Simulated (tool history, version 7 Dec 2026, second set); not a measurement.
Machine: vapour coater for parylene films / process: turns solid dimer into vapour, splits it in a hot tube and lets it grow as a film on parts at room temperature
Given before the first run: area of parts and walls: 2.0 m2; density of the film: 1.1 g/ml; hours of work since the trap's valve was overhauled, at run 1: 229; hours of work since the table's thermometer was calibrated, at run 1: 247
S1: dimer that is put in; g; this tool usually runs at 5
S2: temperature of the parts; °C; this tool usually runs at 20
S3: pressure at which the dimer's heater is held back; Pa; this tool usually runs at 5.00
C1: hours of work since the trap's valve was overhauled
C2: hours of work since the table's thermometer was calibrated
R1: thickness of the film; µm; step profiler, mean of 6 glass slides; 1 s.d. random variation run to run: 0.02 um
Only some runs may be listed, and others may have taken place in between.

{"run": 1, "day": 0.0, "S1": 5, "S2": 20, "S3": 5.0, "C1": 229, "C2": 247, "R1": 1.29}
{"run": 2, "day": 0.417, "S1": 5, "S2": 20, "S3": 5.0, "C1": 234, "C2": 253, "R1": 1.31}
{"run": 3, "day": 0.738, "S1": 5, "S2": 20, "S3": 5.0, "C1": 238, "C2": 257, "R1": 1.29}
{"run": 4, "day": 1.175, "S1": 5, "S2": 20, "S3": 5.0, "C1": 243, "C2": 262, "R1": 1.32}
{"run": 5, "day": 1.592, "S1": 5, "S2": 15, "S3": 5.0, "C1": 249, "C2": 267, "R1": 1.41}
{"run": 6, "day": 2.125, "S1": 5, "S2": 15, "S3": 8.66, "C1": 255, "C2": 274, "R1": 1.19}
{"run": 7, "day": 2.475, "S1": 5, "S2": 15, "S3": 8.66, "C1": 260, "C2": 278, "R1": 1.23}
{"run": 8, "day": 3.025, "S1": 5, "S2": 20, "S3": 8.37, "C1": 266, "C2": 285, "R1": 1.13}
{"run": 9, "day": 3.371, "S1": 5, "S2": 20, "S3": 8.37, "C1": 271, "C2": 289, "R1": 1.15}
{"run": 10, "day": 3.996, "S1": 5, "S2": 26, "S3": 5.0, "C1": 279, "C2": 297, "R1": 1.13}
{"run": 11, "day": 4.475, "S1": 5, "S2": 26, "S3": 5.0, "C1": 284, "C2": 303, "R1": 1.14}
{"run": 12, "day": 5.033, "S1": 3, "S2": 17, "S3": 5.96, "C1": 291, "C2": 310, "R1": 0.75}
{"run": 13, "day": 5.538, "S1": 2, "S2": 21, "S3": 3.93, "C1": 298, "C2": 316, "R1": 0.49}
{"run": 14, "day": 6.146, "S1": 4, "S2": 21, "S3": 10.72, "C1": 305, "C2": 324, "R1": 0.82}

Run 15 is up next; what results do you expect?
{"run": 15, "day": 6.433, "S1": 5, "S2": 19, "S3": 10.24, "C1": 309, "C2": 327, "R1": "?"}

Run 15 measured R1 1.08 µm.
With the hidden condition absent and the run-to-run variation left alone, this run would have shown R1 1.20 µm.
